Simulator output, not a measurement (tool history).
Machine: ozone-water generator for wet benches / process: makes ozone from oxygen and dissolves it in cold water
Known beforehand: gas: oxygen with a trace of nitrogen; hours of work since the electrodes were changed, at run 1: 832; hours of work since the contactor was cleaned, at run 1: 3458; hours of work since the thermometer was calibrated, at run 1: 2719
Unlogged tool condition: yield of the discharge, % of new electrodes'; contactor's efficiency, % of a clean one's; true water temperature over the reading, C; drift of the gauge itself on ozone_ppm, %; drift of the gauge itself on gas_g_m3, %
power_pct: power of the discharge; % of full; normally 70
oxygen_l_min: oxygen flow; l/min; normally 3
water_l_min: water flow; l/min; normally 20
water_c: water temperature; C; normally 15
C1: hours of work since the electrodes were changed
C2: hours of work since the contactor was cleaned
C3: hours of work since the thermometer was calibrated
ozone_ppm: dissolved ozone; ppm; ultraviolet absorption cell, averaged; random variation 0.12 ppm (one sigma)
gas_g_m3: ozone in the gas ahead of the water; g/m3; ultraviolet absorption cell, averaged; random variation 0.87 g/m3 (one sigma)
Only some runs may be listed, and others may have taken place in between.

{"run": 1, "hour": 0.0, "power_pct": 70, "oxygen_l_min": 3, "water_l_min": 20, "water_c": 15, "C1": 832, "C2": 3458, "C3": 2719, "ozone_ppm": 11.6, "gas_g_m3": 139.7}
{"run": 2, "hour": 60.7, "power_pct": 70, "oxygen_l_min": 3, "water_l_min": 20, "water_c": 15, "C1": 869, "C2": 3495, "C3": 2756, "ozone_ppm": 11.8, "gas_g_m3": 139.2}
{"run": 3, "hour": 121.3, "power_pct": 70, "oxygen_l_min": 3, "water_l_min": 20, "water_c": 15, "C1": 906, "C2": 3532, "C3": 2792, "ozone_ppm": 11.7, "gas_g_m3": 141.1}
{"run": 4, "hour": 158.8, "power_pct": 70, "oxygen_l_min": 3, "water_l_min": 20, "water_c": 15, "C1": 929, "C2": 3555, "C3": 2815, "ozone_ppm": 11.8, "gas_g_m3": 139}
{"run": 5, "hour": 220.7, "power_pct": 70, "oxygen_l_min": 3, "water_l_min": 19, "water_c": 15, "C1": 966, "C2": 3592, "C3": 2853, "ozone_ppm": 12.1, "gas_g_m3": 139.4}
{"run": 6, "hour": 250.4, "power_pct": 70, "oxygen_l_min": 3, "water_l_min": 19, "water_c": 15, "C1": 984, "C2": 3610, "C3": 2871, "ozone_ppm": 12.1, "gas_g_m3": 139.2}
{"run": 7, "hour": 300.0, "power_pct": 70, "oxygen_l_min": 3, "water_l_min": 19, "water_c": 15, "C1": 1014, "C2": 3641, "C3": 2901, "ozone_ppm": 12.3, "gas_g_m3": 140.8}
{"run": 8, "hour": 331.0, "power_pct": 89, "oxygen_l_min": 3, "water_l_min": 20, "water_c": 15, "C1": 1033, "C2": 3659, "C3": 2920, "ozone_ppm": 14.5, "gas_g_m3": 172.5}
{"run": 9, "hour": 386.6, "power_pct": 89, "oxygen_l_min": 3, "water_l_min": 20, "water_c": 15, "C1": 1067, "C2": 3693, "C3": 2954, "ozone_ppm": 14.6, "gas_g_m3": 172.8}
{"run": 10, "hour": 454.6, "power_pct": 89, "oxygen_l_min": 3, "water_l_min": 20, "water_c": 15, "C1": 1108, "C2": 3735, "C3": 2995, "ozone_ppm": 14.4, "gas_g_m3": 172.3}
{"run": 11, "hour": 517.1, "power_pct": 89, "oxygen_l_min": 3, "water_l_min": 19, "water_c": 15, "C1": 1146, "C2": 3773, "C3": 3033, "ozone_ppm": 15.2, "gas_g_m3": 173.6}
{"hour": 575.9, "done": "water thermometer calibrated"}
{"run": 12, "hour": 576.9, "power_pct": 89, "oxygen_l_min": 3, "water_l_min": 19, "water_c": 15, "C1": 1183, "C2": 3809, "C3": 1, "ozone_ppm": 15.1, "gas_g_m3": 171.8}
{"run": 13, "hour": 629.1, "power_pct": 70, "oxygen_l_min": 3, "water_l_min": 20, "water_c": 15, "C1": 1214, "C2": 3840, "C3": 32, "ozone_ppm": 11.5, "gas_g_m3": 138.7}
{"run": 14, "hour": 673.1, "power_pct": 70, "oxygen_l_min": 3, "water_l_min": 20, "water_c": 15, "C1": 1241, "C2": 3867, "C3": 59, "ozone_ppm": 11.8, "gas_g_m3": 139.3}
{"run": 15, "hour": 736.0, "power_pct": 70, "oxygen_l_min": 3, "water_l_min": 29, "water_c": 15, "C1": 1279, "C2": 3905, "C3": 97, "ozone_ppm": 7.9, "gas_g_m3": 138.8}
{"run": 16, "hour": 799.6, "power_pct": 47, "oxygen_l_min": 3, "water_l_min": 18, "water_c": 15, "C1": 1318, "C2": 3944, "C3": 136, "ozone_ppm": 9.1, "gas_g_m3": 96.1}
{"run": 17, "hour": 852.1, "power_pct": 47, "oxygen_l_min": 3, "water_l_min": 18, "water_c": 8, "C1": 1350, "C2": 3976, "C3": 168, "ozone_ppm": 9.6, "gas_g_m3": 96.7}
{"run": 18, "hour": 918.7, "power_pct": 70, "oxygen_l_min": 3, "water_l_min": 24, "water_c": 16, "C1": 1390, "C2": 4016, "C3": 208, "ozone_ppm": 9.4, "gas_g_m3": 137.9}
{"run": 19, "hour": 984.3, "power_pct": 70, "oxygen_l_min": 3, "water_l_min": 24, "water_c": 16, "C1": 1430, "C2": 4056, "C3": 248, "ozone_ppm": 9.6, "gas_g_m3": 135.8}
{"hour": 992.4, "done": "contactor cleaned"}
{"run": 20, "hour": 1057.4, "power_pct": 70, "oxygen_l_min": 3, "water_l_min": 24, "water_c": 16, "C1": 1472, "C2": 39, "C3": 290, "ozone_ppm": 9.1, "gas_g_m3": 137.2}
{"run": 21, "hour": 1112.3, "power_pct": 70, "oxygen_l_min": 3.9, "water_l_min": 24, "water_c": 16, "C1": 1506, "C2": 73, "C3": 324, "ozone_ppm": 9.9, "gas_g_m3": 121.8}
{"hour": 1152.3, "done": "contactor cleaned, once more"}
{"run": 22, "hour": 1152.3, "power_pct": 70, "oxygen_l_min": 3.9, "water_l_min": 24, "water_c": 16, "C1": 1527, "C2": 0, "C3": 346, "ozone_ppm": 10.6, "gas_g_m3": 122.3}
{"run": 23, "hour": 1222.4, "power_pct": 70, "oxygen_l_min": 3.9, "water_l_min": 24, "water_c": 16, "C1": 1570, "C2": 43, "C3": 388, "ozone_ppm": 10.7, "gas_g_m3": 122.5}
{"run": 24, "hour": 1268.1, "power_pct": 70, "oxygen_l_min": 3.9, "water_l_min": 24, "water_c": 16, "C1": 1598, "C2": 70, "C3": 416, "ozone_ppm": 10.6, "gas_g_m3": 122.2}
{"run": 25, "hour": 1298.9, "power_pct": 70, "oxygen_l_min": 3.9, "water_l_min": 24, "water_c": 16, "C1": 1617, "C2": 89, "C3": 435, "ozone_ppm": 10.4, "gas_g_m3": 120.6}
{"run": 26, "hour": 1360.0, "power_pct": 64, "oxygen_l_min": 3, "water_l_min": 20, "water_c": 15, "C1": 1654, "C2": 126, "C3": 472, "ozone_ppm": 10.9, "gas_g_m3": 127.5}
{"run": 27, "hour": 1415.5, "power_pct": 64, "oxygen_l_min": 3, "water_l_min": 17, "water_c": 15, "C1": 1687, "C2": 160, "C3": 506, "ozone_ppm": 12.6, "gas_g_m3": 126.2}
{"run": 28, "hour": 1446.5, "power_pct": 64, "oxygen_l_min": 3, "water_l_min": 17, "water_c": 15, "C1": 1706, "C2": 179, "C3": 524, "ozone_ppm": 12.9, "gas_g_m3": 127}
{"run": 29, "hour": 1499.1, "power_pct": 64, "oxygen_l_min": 3, "water_l_min": 16, "water_c": 15, "C1": 1738, "C2": 211, "C3": 556, "ozone_ppm": 13.5, "gas_g_m3": 125.7}

Each row is a separate what-if for the run after 29, all from the same tool condition, not one after another. Results?
{"run": "A", "hour": 1530.7, "power_pct": 70, "oxygen_l_min": 3, "water_l_min": 22, "water_c": 19, "C1": 1758, "C2": 230, "C3": 576, "ozone_ppm": "?", "gas_g_m3": "?"}
{"run": "B", "hour": 1530.7, "power_pct": 70, "oxygen_l_min": 3, "water_l_min": 15, "water_c": 15, "C1": 1758, "C2": 230, "C3": 576, "ozone_ppm": "?", "gas_g_m3": "?"}
{"run": "C", "hour": 1530.7, "power_pct": 64, "oxygen_l_min": 2.52, "water_l_min": 16, "water_c": 9, "C1": 1758, "C2": 230, "C3": 576, "ozone_ppm": "?", "gas_g_m3": "?"}
{"run": "D", "hour": 1530.7, "power_pct": 48, "oxygen_l_min": 3.77, "water_l_min": 16, "water_c": 12, "C1": 1758, "C2": 230, "C3": 576, "ozone_ppm": "?", "gas_g_m3": "?"}
{"run": "E", "hour": 1530.7, "power_pct": 52, "oxygen_l_min": 2, "water_l_min": 25, "water_c": 15, "C1": 1758, "C2": 230, "C3": 576, "ozone_ppm": "?", "gas_g_m3": "?"}

run=A ozone_ppm=10.3 gas_g_m3=135.8
run=B ozone_ppm=15.2 gas_g_m3=136
run=C ozone_ppm=13.6 gas_g_m3=136.9
run=D ozone_ppm=11.3 gas_g_m3=88.5
run=E ozone_ppm=6.2 gas_g_m3=125
Stripped of hidden state, with their random variation kept, the same runs would have yielded:
run=A ozone_ppm=10.8 gas_g_m3=141.6
run=B ozone_ppm=15.9 gas_g_m3=141.7
run=C ozone_ppm=14.2 gas_g_m3=142.2
run=D ozone_ppm=11.6 gas_g_m3=90.9
run=E ozone_ppm=6.4 gas_g_m3=128.8
